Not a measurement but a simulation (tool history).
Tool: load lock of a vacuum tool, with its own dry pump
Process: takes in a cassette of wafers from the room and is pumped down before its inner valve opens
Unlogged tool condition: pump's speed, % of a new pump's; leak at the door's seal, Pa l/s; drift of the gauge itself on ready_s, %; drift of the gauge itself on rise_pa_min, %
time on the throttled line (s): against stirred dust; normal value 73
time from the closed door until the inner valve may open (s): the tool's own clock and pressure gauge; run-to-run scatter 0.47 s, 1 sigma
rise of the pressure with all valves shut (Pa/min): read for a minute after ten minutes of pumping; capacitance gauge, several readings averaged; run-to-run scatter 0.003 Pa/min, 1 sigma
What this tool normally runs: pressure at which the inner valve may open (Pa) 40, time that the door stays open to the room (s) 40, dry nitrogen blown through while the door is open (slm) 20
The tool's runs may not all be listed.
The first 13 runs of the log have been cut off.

| run | hour | time on the throttled line (s) | pressure at which the inner valve may open (Pa) | time that the door stays open to the room (s) | dry nitrogen blown through while the door is open (slm) | hours that the pump has run since its overhaul | times that the door has closed on its seal | incoming humidity of the room's air, % | time from the closed door until the inner valve may open (s) | rise of the pressure with all valves shut (Pa/min) |
|---|---|---|---|---|---|---|---|---|---|---|
| 14 | 1532.4 | 118 | 40 | 126 | 20 | 5487 | 5067 | 41.2 | 150.5 | 0.063 |
| 15 | 1597.8 | 118 | 40 | 126 | 20 | 5552 | 5159 | 44 | 150.5 | 0.063 |
| 16 | 1730.8 | 118 | 40 | 126 | 20 | 5685 | 5346 | 43.6 | 150.9 | 0.056 |
| 17 | 1838.9 | 73 | 40 | 40 | 20 | 5793 | 5498 | 44.9 | 118.6 | 0.047 |
| 18 | 1926.9 | 73 | 70 | 40 | 20 | 5881 | 5622 | 44.4 | 113.4 | 0.045 |
| 19 | 2073.3 | 73 | 40 | 40 | 20 | 6028 | 5827 | 44.6 | 117.8 | 0.045 |
| 20 | 2223.3 | 73 | 40 | 40 | 20 | 6178 | 6038 | 44.6 | 117.8 | 0.046 |
| 21 | 2342.8 | 73 | 72 | 40 | 9 | 6297 | 6206 | 46.9 | 113 | 0.063 |
| 22 | 2417.2 | 73 | 72 | 40 | 9 | 6372 | 6311 | 45.2 | 112.9 | 0.059 |
| 23 | 2501.2 | 73 | 72 | 40 | 13 | 6456 | 6429 | 43.4 | 113.8 | 0.053 |
| 24 | 2657.4 | 58 | 49 | 99 | 20 | 6612 | 6649 | 47.6 | 105.1 | 0.068 |
| 25 | 2811.9 | 73 | 40 | 59 | 20 | 6766 | 6866 | 45.1 | 117.5 | 0.052 |
| 26 | 2942.8 | 73 | 40 | 59 | 20 | 6897 | 7050 | 46 | 118.6 | 0.052 |
| 27 | 3013.5 | 72 | 40 | 40 | 22 | 6968 | 7150 | 43.7 | 117.5 | 0.049 |
| 28 | 3088.7 | 38 | 38 | 134 | 13 | 7043 | 7256 | 45.1 | 92.2 | 0.071 |
| 29 | 3169.3 | 38 | 38 | 121 | 13 | 7124 | 7369 | 44.1 | 92.8 | 0.073 |
| 30 | 3315.3 | 38 | 38 | 123 | 5 | 7270 | 7574 | 46.9 | 93.5 | 0.094 |
| 31 | 3438.4 | 38 | 45 | 35 | 20 | 7393 | 7747 | 43 | 91.9 | 0.051 |
| 32 | 3571.7 | 40 | 40 | 40 | 17 | 7526 | 7935 | 44.7 | 93.6 | 0.054 |
| 33 | 3670.3 | 63 | 56 | 107 | 9 | 7625 | 8074 | 43.5 | 108.3 | 0.074 |
| 34 | 3792.2 | 73 | 48 | 107 | 35 | 7747 | 8245 | 43.7 | 116.5 | 0.054 |
| 35 | 3937.4 | 73 | 48 | 107 | 35 | 7892 | 8449 | 43.3 | 116.1 | 0.053 |
| 36 | 4071 | 73 | 49 | 127 | 16 | 8025 | 8637 | 45.9 | 117.1 | 0.074 |
| 37 | 4181.2 | 73 | 49 | 127 | 16 | 8136 | 8792 | 44.3 | 116.5 | 0.074 |

Below are 3 alternative next runs, each starting from the tool's condition after run 37. Predict each:
| A | 4332.1 | 73 | 60 | 127 | 18 | 8287 | 9005 | 41.8 | ? | ? |
| B | 4332.1 | 114 | 49 | 127 | 16 | 8287 | 9005 | 43.9 | ? | ? |
| C | 4332.1 | 41 | 49 | 56 | 16 | 8287 | 9005 | 47.1 | ? | ? |

| run | time from the closed door until the inner valve may open (s) | rise of the pressure with all valves shut (Pa/min) |
|---|---|---|
| A | 115.3 | 0.068 |
| B | 146.9 | 0.074 |
| C | 93.5 | 0.068 |
The same runs, with their run-to-run variation unchanged, on a tool lacking any hidden condition would have given:
| run | time from the closed door until the inner valve may open (s) | rise of the pressure with all valves shut (Pa/min) |
|---|---|---|
| A | 113.1 | 0.05 |
| B | 145.3 | 0.056 |
| C | 90.8 | 0.049 |

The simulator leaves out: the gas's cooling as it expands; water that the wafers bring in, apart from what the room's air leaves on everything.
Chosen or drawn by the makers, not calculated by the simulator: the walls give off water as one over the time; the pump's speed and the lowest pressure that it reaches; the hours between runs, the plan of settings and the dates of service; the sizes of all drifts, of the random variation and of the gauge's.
